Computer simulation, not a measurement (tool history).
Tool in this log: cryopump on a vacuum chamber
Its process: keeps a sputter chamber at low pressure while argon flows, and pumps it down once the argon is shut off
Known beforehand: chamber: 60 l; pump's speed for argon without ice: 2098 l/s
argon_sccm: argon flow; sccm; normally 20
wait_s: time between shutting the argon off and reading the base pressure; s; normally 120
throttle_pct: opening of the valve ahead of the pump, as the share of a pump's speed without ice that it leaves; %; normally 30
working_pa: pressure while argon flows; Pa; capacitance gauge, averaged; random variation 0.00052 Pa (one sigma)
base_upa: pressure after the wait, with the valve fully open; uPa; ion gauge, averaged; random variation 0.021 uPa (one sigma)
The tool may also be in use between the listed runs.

| run | hour | argon_sccm | wait_s | throttle_pct | working_pa | base_upa |
|---|---|---|---|---|---|---|
| 1 | 0.0 | 20 | 120 | 30 | 0.0556 | 0.49 |
| 2 | 65.5 | 20 | 120 | 30 | 0.0558 | 0.49 |
| 3 | 145.4 | 20 | 120 | 30 | 0.0562 | 0.50 |
|  | 184.4 | pump warmed up, emptied and cooled again |
| 4 | 187.3 | 20 | 120 | 30 | 0.0527 | 0.47 |
| 5 | 272.5 | 20 | 231 | 30 | 0.0538 | 0.35 |
| 6 | 318.9 | 20 | 231 | 30 | 0.0546 | 0.37 |
| 7 | 383.4 | 20 | 231 | 30 | 0.0554 | 0.36 |
| 8 | 463.3 | 20 | 231 | 30 | 0.0557 | 0.41 |
| 9 | 539.3 | 20 | 231 | 30 | 0.0555 | 0.43 |
| 10 | 587.1 | 13 | 120 | 30 | 0.0364 | 0.58 |
|  | 640.2 | pump warmed up, emptied and cooled again |
| 11 | 653.8 | 20 | 245 | 30 | 0.0535 | 0.40 |
| 12 | 733.0 | 20 | 245 | 30 | 0.0560 | 0.41 |
| 13 | 788.7 | 20 | 120 | 30 | 0.0555 | 0.58 |
| 14 | 836.7 | 20 | 120 | 26 | 0.0635 | 0.56 |
| 15 | 922.6 | 20 | 92 | 30 | 0.0558 | 0.70 |
| 16 | 967.6 | 20 | 92 | 30 | 0.0566 | 0.67 |
| 17 | 1015.3 | 20 | 92 | 30 | 0.0563 | 0.70 |
| 18 | 1056.9 | 20 | 92 | 30 | 0.0568 | 0.74 |
|  | 1091.5 | pump warmed up, emptied and cooled again |
| 19 | 1146.4 | 9 | 138 | 22 | 0.0334 | 0.55 |
| 20 | 1217.4 | 20 | 120 | 25 | 0.0652 | 0.62 |
| 21 | 1271.5 | 40 | 109 | 18 | 0.1806 | 0.69 |
| 22 | 1322.8 | 40 | 109 | 18 | 0.1829 | 0.66 |
| 23 | 1407.8 | 23 | 189 | 30 | 0.0643 | 0.57 |
| 24 | 1445.0 | 34 | 189 | 15 | 0.1860 | 0.56 |
| 25 | 1522.3 | 34 | 189 | 15 | 0.1877 | 0.53 |
|  | 1543.8 | pump warmed up, emptied and cooled again |
| 26 | 1610.3 | 34 | 189 | 15 | 0.1846 | 0.51 |
| 27 | 1689.4 | 23 | 189 | 15 | 0.1260 | 0.57 |
| 28 | 1757.9 | 23 | 189 | 15 | 0.1267 | 0.59 |
| 29 | 1802.1 | 10 | 177 | 23 | 0.0362 | 0.61 |
| 30 | 1860.0 | 10 | 177 | 23 | 0.0360 | 0.63 |
| 31 | 1926.7 | 11 | 174 | 23 | 0.0406 | 0.58 |
| 32 | 1966.4 | 11 | 174 | 23 | 0.0403 | 0.63 |
|  | 1995.3 | pump warmed up, emptied and cooled again |
| 33 | 2028.4 | 38 | 194 | 21 | 0.1476 | 0.56 |

Same runs, no hidden state in the tool, same run-to-run variation:
The tool's hidden condition here consists of: pump's speed, % of a pump's without ice; cold plate's temperature, K; leak into the chamber, uPa l/s; drift of the gauge itself on working_pa, %; drift of the gauge itself on base_upa, %.
| run | working_pa | base_upa |
|---|---|---|
| 1 | 0.0540 | 0.43 |
| 2 | 0.0538 | 0.43 |
| 3 | 0.0535 | 0.42 |
| 4 | 0.0525 | 0.42 |
| 5 | 0.0531 | 0.28 |
| 6 | 0.0536 | 0.29 |
| 7 | 0.0540 | 0.27 |
| 8 | 0.0538 | 0.31 |
| 9 | 0.0532 | 0.31 |
| 10 | 0.0347 | 0.44 |
| 11 | 0.0530 | 0.30 |
| 12 | 0.0551 | 0.29 |
| 13 | 0.0543 | 0.45 |
| 14 | 0.0620 | 0.42 |
| 15 | 0.0537 | 0.55 |
| 16 | 0.0543 | 0.51 |
| 17 | 0.0536 | 0.52 |
| 18 | 0.0538 | 0.56 |
| 19 | 0.0331 | 0.39 |
| 20 | 0.0642 | 0.45 |
| 21 | 0.1779 | 0.52 |
| 22 | 0.1796 | 0.48 |
| 23 | 0.0617 | 0.36 |
| 24 | 0.1818 | 0.34 |
| 25 | 0.1825 | 0.29 |
| 26 | 0.1832 | 0.32 |
| 27 | 0.1245 | 0.35 |
| 28 | 0.1247 | 0.36 |
| 29 | 0.0352 | 0.37 |
| 30 | 0.0348 | 0.37 |
| 31 | 0.0390 | 0.31 |
| 32 | 0.0386 | 0.35 |
| 33 | 0.1464 | 0.32 |
